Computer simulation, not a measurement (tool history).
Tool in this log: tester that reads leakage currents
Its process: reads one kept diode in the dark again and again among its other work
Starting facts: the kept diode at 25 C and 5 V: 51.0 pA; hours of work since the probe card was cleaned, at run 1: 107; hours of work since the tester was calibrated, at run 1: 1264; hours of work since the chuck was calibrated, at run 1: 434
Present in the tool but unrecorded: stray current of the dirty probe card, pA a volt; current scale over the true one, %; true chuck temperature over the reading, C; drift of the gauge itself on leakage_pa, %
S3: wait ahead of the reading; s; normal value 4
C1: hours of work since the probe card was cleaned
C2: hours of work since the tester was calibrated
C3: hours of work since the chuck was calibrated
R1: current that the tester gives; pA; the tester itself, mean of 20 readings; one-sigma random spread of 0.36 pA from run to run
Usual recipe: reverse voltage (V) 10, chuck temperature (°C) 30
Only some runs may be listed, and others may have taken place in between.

run 1 hour=0 | reverse_voltage_(V)=10 chuck_temperature_(°C)=30 S3=4 | C1=107 C2=1264 C3=434 | R1=118.86
run 2 hour=55.5 | reverse_voltage_(V)=10 chuck_temperature_(°C)=30 S3=4 | C1=131 C2=1288 C3=458 | R1=119.59
run 3 hour=139.8 | reverse_voltage_(V)=10 chuck_temperature_(°C)=30 S3=4 | C1=168 C2=1324 C3=495 | R1=119.56
run 4 hour=219.8 | reverse_voltage_(V)=10 chuck_temperature_(°C)=30 S3=0.36 | C1=203 C2=1359 C3=530 | R1=122.58
run 5 hour=274.9 | reverse_voltage_(V)=2.8 chuck_temperature_(°C)=30 S3=0.36 | C1=227 C2=1383 C3=554 | R1=58.06
run 6 hour=380.9 | reverse_voltage_(V)=2.8 chuck_temperature_(°C)=30 S3=0.36 | C1=273 C2=1429 C3=600 | R1=58.01
run 7 hour=456.2 | reverse_voltage_(V)=2.8 chuck_temperature_(°C)=30 S3=0.36 | C1=306 C2=1462 C3=633 | R1=58.56
run 8 hour=531 | reverse_voltage_(V)=2.8 chuck_temperature_(°C)=30 S3=0.36 | C1=338 C2=1495 C3=665 | R1=58.17
run 9 hour=630.7 | reverse_voltage_(V)=1.1 chuck_temperature_(°C)=30 S3=4 | C1=382 C2=1538 C3=709 | R1=33.4
run 10 hour=746.5 | reverse_voltage_(V)=10 chuck_temperature_(°C)=38 S3=4 | C1=432 C2=1589 C3=759 | R1=234.95
run 11 hour=800.1 | reverse_voltage_(V)=10 chuck_temperature_(°C)=26 S3=0.4 | C1=455 C2=1612 C3=783 | R1=86.77
run 12 hour=927.1 | reverse_voltage_(V)=10 chuck_temperature_(°C)=26 S3=0.4 | C1=511 C2=1667 C3=838 | R1=86.79
run 13 hour=1029.9 | reverse_voltage_(V)=6.1 chuck_temperature_(°C)=39 S3=0.33 | C1=555 C2=1712 C3=883 | R1=195.01
run 14 hour=1082.1 | reverse_voltage_(V)=19.9 chuck_temperature_(°C)=30 S3=4 | C1=578 C2=1735 C3=905 | R1=177.65

Run 15 is up next; what results do you expect?
run 15 hour=1160.6 | reverse_voltage_(V)=3.1 chuck_temperature_(°C)=30 S3=0.73 | C1=612 C2=1769 C3=940 | R1=?

R1: 61.17 pA
With no hidden state in the tool, this same run would have given R1 61.15 pA.
